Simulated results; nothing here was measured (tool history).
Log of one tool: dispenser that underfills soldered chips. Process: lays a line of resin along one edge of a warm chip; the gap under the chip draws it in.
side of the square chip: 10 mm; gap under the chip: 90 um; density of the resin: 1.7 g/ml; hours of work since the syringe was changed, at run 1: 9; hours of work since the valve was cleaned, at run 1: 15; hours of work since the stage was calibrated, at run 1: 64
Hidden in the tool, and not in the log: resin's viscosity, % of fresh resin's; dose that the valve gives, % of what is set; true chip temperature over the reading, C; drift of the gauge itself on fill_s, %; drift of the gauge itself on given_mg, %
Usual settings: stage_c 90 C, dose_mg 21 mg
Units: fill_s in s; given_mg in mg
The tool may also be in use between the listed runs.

run,day,stage_c,dose_mg,hours of work since the syringe was changed,hours of work since the valve was cleaned,hours of work since the stage was calibrated,fill_s,given_mg
1,0,90,21,9,15,64,135.4,20.91
2,0.104,90,20.7,11,17,66,151.7,20.48
# day 0.217: new syringe of resin
3,0.238,90,20.7,0,18,68,77,20.22
4,0.421,90,20.7,3,21,70,92.9,20.32
5,0.55,90,20.7,5,23,72,108,20.25
6,0.675,90,20.7,7,25,74,121.2,20.28
7,0.796,90,20.7,9,27,76,138.2,20.17
8,0.929,98,21,11,29,78,114.5,20.38
# day 1.017: new syringe of resin
9,1.104,90,21,1,32,81,82.5,20.52
10,1.2,90,21,3,33,82,91,20.25
11,1.375,86,21,6,36,85,128.4,20.41
12,1.492,97,21,7,38,87,93.2,20.44
13,1.629,97,21,9,40,89,106.4,20.3
# day 1.812: new syringe of resin
14,1.858,97,21,1,43,92,59.6,20.08
15,2.062,97,21,4,46,95,73.7,20.2
16,2.242,90,21,7,49,98,118.6,20.13
17,2.404,90,21,9,51,101,139.7,20.08
# day 2.608: new syringe of resin
18,2.608,81,21,0,54,103,111.9,20.11
19,2.779,87,24.4,3,57,106,99.8,23.21
20,2.892,87,24.4,4,59,108,114,23.13
21,3.033,90,17.8,7,61,110,130.3,17.02
22,3.208,90,17.8,9,64,113,152.5,16.94
23,3.383,76,27.1,12,66,115,306.1,25.54
# day 3.412: new syringe of resin
24,3.571,88,22.1,2,69,118,96.1,20.65
25,3.679,90,18.7,4,71,120,106.9,17.54
26,3.833,95,22.4,6,73,122,95.8,20.9
27,3.967,102,22.2,9,75,124,82.2,20.71
28,4.179,102,22.2,12,78,127,105.4,20.68
# day 4.208: new syringe of resin
29,4.279,102,22.2,1,80,129,49.5,20.7
30,4.479,102,22.2,4,83,132,62.2,20.66
# day 4.567: dispensing valve cleaned and set on the balance
31,4.725,88,24,7,2,135,130.5,23.82
32,4.817,90,19.1,9,4,136,141.3,19.15
33,4.996,98,21,11,7,139,117.9,21.05
# day 5.054: new syringe of resin
34,5.175,98,21,2,9,142,61.9,20.86
35,5.383,98,21,5,12,145,74.7,21.01
36,5.596,98,21,8,16,148,96.3,20.64

3 ways to go on from here, each from the tool as it stands after run 36. What would each give?
A,5.758,105,18.3,11,18,151,?,?
B,5.758,92,19.4,11,18,151,?,?
C,5.758,89,19.8,11,18,151,?,?

run,fill_s,given_mg
A,88.5,18.12
B,148.1,19.05
C,169.8,19.57
Without the tool's hidden state the same runs would have given:
run,fill_s,given_mg
A,41.2,18.37
B,69.2,19.32
C,79.4,19.84

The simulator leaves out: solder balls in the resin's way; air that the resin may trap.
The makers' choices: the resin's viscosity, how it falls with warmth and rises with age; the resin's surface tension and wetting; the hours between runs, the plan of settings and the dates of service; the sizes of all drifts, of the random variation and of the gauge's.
